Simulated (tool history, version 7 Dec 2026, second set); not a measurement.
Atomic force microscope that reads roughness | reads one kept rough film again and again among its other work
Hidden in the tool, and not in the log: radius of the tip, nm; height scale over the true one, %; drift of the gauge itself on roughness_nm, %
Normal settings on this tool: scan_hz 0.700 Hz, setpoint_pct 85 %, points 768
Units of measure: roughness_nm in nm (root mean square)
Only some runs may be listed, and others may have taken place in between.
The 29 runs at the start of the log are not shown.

| run | day | scan_hz | setpoint_pct | points | pictures with this tip | hours of work since the height scale was calibrated | roughness_nm |
|---|---|---|---|---|---|---|---|
| 30 | 20.362 | 1.335 | 86 | 768 | 278 | 145 | 3.349 |
| 31 | 20.817 | 1.947 | 85 | 309 | 291 | 153 | 3.158 |
| 32 | 21.367 | 1.947 | 85 | 309 | 308 | 163 | 3.124 |
|  | 21.771 | new tip fitted |
| 33 | 22.238 | 1.704 | 57 | 363 | 14 | 178 | 4.713 |
| 34 | 22.829 | 1.704 | 61 | 325 | 32 | 188 | 4.582 |
| 35 | 23.396 | 2.237 | 85 | 768 | 48 | 199 | 4.029 |
| 36 | 24.408 | 2.237 | 85 | 768 | 78 | 217 | 3.875 |
| 37 | 25.371 | 1.778 | 77 | 768 | 107 | 234 | 4.003 |
| 38 | 25.912 | 1.994 | 68 | 971 | 123 | 244 | 4.042 |

What if the next run were any one of these 3? Each begins from the tool's condition after run 38:
| A | 26.529 | 1.325 | 70 | 822 | 141 | 255 | ? |
| B | 26.529 | 1.994 | 64 | 834 | 141 | 255 | ? |
| C | 26.529 | 2.088 | 77 | 370 | 141 | 255 | ? |

| run | roughness_nm |
|---|---|
| A | 4.031 |
| B | 3.999 |
| C | 3.787 |
Had the tool no hidden state, the same runs would have come out as:
| run | roughness_nm |
|---|---|
| A | 4.766 |
| B | 4.728 |
| C | 4.478 |
